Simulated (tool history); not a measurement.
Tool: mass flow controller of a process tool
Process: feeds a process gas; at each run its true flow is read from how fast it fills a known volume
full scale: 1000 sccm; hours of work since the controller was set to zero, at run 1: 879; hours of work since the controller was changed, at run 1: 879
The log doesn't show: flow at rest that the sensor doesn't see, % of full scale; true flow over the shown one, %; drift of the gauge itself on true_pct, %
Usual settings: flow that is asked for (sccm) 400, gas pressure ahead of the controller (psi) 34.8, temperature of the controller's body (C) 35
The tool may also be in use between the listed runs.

| run | hour | flow that is asked for (sccm) | gas pressure ahead of the controller (psi) | temperature of the controller's body (C) | hours of work since the controller was set to zero | hours of work since the controller was changed | true flow (%) |
|---|---|---|---|---|---|---|---|
| 1 | 0 | 400 | 34.8 | 35 | 879 | 879 | 98.51 |
| 2 | 112.3 | 400 | 34.8 | 35 | 959 | 959 | 98.74 |
| 3 | 215.5 | 163 | 34.8 | 35 | 1032 | 1032 | 98.8 |
| 4 | 269.2 | 400 | 34.8 | 35 | 1070 | 1070 | 98.64 |
| 5 | 346.9 | 400 | 34.8 | 35 | 1125 | 1125 | 98.76 |
| 6 | 458.7 | 400 | 34.8 | 35 | 1204 | 1204 | 98.7 |
| 7 | 563.2 | 400 | 34.8 | 35 | 1279 | 1279 | 98.71 |
| 8 | 632.5 | 400 | 28.1 | 38 | 1328 | 1328 | 98.33 |
| 9 | 712 | 400 | 29.7 | 38 | 1384 | 1384 | 98.25 |
| 10 | 774.8 | 400 | 24.4 | 38 | 1429 | 1429 | 98.11 |
| 11 | 839.6 | 400 | 30.5 | 36 | 1475 | 1475 | 98.53 |

Measured less the same run without the tool's hidden state. The same run-to-run variation is in both; the gauge's scatter may not be:
| run | true flow (%) |
|---|---|
| 1 | +0.53 |
| 2 | +0.59 |
| 3 | +1.22 |
| 4 | +0.68 |
| 5 | +0.71 |
| 6 | +0.78 |
| 7 | +0.82 |
| 8 | +0.86 |
| 9 | +0.9 |
| 10 | +0.93 |
| 11 | +0.97 |
